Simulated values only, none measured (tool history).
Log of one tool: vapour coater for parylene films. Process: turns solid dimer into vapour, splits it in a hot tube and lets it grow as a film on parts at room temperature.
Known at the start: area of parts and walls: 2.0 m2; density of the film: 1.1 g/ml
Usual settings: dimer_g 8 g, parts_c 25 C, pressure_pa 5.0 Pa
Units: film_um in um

run 1 hour=0.0 | dimer_g=8 parts_c=25 pressure_pa=5.0 | film_um=2.66
run 2 hour=27.8 | dimer_g=8 parts_c=25 pressure_pa=5.0 | film_um=2.64
run 3 hour=39.7 | dimer_g=8 parts_c=25 pressure_pa=5.0 | film_um=2.66
run 4 hour=61.1 | dimer_g=8 parts_c=25 pressure_pa=5.0 | film_um=2.67
run 5 hour=80.9 | dimer_g=8 parts_c=25 pressure_pa=5.0 | film_um=2.61
run 6 hour=97.8 | dimer_g=8 parts_c=25 pressure_pa=5.0 | film_um=2.64
run 7 hour=120.1 | dimer_g=8 parts_c=25 pressure_pa=6.9 | film_um=2.50

Forecast run 8:
run 8 hour=135.5 | dimer_g=8 parts_c=25 pressure_pa=6.9 | film_um=?

film_um: 2.52 um
Without the tool's hidden state the same run would have given film_um 2.73 um.

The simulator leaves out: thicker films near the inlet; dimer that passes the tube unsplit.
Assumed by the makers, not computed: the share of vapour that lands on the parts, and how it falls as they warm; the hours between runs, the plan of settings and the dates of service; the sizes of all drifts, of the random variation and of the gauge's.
